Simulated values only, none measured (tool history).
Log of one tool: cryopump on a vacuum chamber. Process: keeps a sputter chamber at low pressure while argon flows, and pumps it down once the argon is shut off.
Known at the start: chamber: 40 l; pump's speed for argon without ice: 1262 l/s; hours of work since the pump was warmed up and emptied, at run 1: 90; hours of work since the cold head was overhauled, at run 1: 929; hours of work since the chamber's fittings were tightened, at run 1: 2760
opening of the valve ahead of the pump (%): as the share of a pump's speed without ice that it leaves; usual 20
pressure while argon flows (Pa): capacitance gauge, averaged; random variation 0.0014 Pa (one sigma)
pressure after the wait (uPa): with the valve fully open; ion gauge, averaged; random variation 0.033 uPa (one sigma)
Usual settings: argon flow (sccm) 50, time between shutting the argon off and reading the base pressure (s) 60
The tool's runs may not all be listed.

run	hour	argon flow (sccm)	time between shutting the argon off and reading the base pressure (s)	opening of the valve ahead of the pump (%)	hours of work since the pump was warmed up and emptied	hours of work since the cold head was overhauled	hours of work since the chamber's fittings were tightened	pressure while argon flows (Pa)	pressure after the wait (uPa)
1	0	50	60	20	90	929	2760	0.3392	3.67
2	41.4	50	60	20	118	957	2788	0.3432	3.77
3	94.5	50	60	45	154	992	2824	0.1588	3.87
4	147.7	50	60	45	189	1028	2860	0.1621	3.92
5	193.1	50	60	20	220	1059	2890	0.3456	4.03
6	232.7	21	60	20	247	1085	2917	0.1487	4.15
7	281.4	21	60	16	279	1118	2950	0.1843	4.2
8	305.5	50	22	20	296	1134	2966	0.3563	6.75
9	335.7	50	22	20	316	1155	2986	0.3561	6.86
10	366.6	50	22	46	337	1175	3007	0.1703	7
11	418	37	118	32	371	1210	3041	0.176	3.79
# hour 455.5: pump warmed up, emptied and cooled again
12	471.5	37	118	32	11	1243	3074	0.1568	2.91
13	513.4	41	158	15	39	1271	3102	0.3677	2.95
14	550.4	41	158	15	64	1296	3127	0.3703	2.94
15	589	76	61	28	90	1322	3153	0.3697	3.9
16	615.2	76	61	28	107	1339	3171	0.3722	3.94
17	658.1	50	47	27	136	1368	3200	0.2577	4.49
18	711.1	50	47	27	172	1404	3235	0.2607	4.66
19	760.9	64	60	34	205	1437	3269	0.2699	4.21

5 ways to go on from here, each from the tool as it stands after run 19. What would each give?
A	806.5	27	128	34	236	1468	3299	?	?
B	806.5	26	60	34	236	1468	3299	?	?
C	806.5	64	119	21	236	1468	3299	?	?
D	806.5	21	186	20	236	1468	3299	?	?
E	806.5	50	114	22	236	1468	3299	?	?

run	pressure while argon flows (Pa)	pressure after the wait (uPa)
A	0.1148	3.61
B	0.1115	4.52
C	0.4301	3.75
D	0.1466	3.47
E	0.3213	3.86
Without the tool's hidden state the same runs would have given:
run	pressure while argon flows (Pa)	pressure after the wait (uPa)
A	0.1062	0.93
B	0.1031	1.76
C	0.4096	1.01
D	0.1399	0.74
E	0.3053	1.09
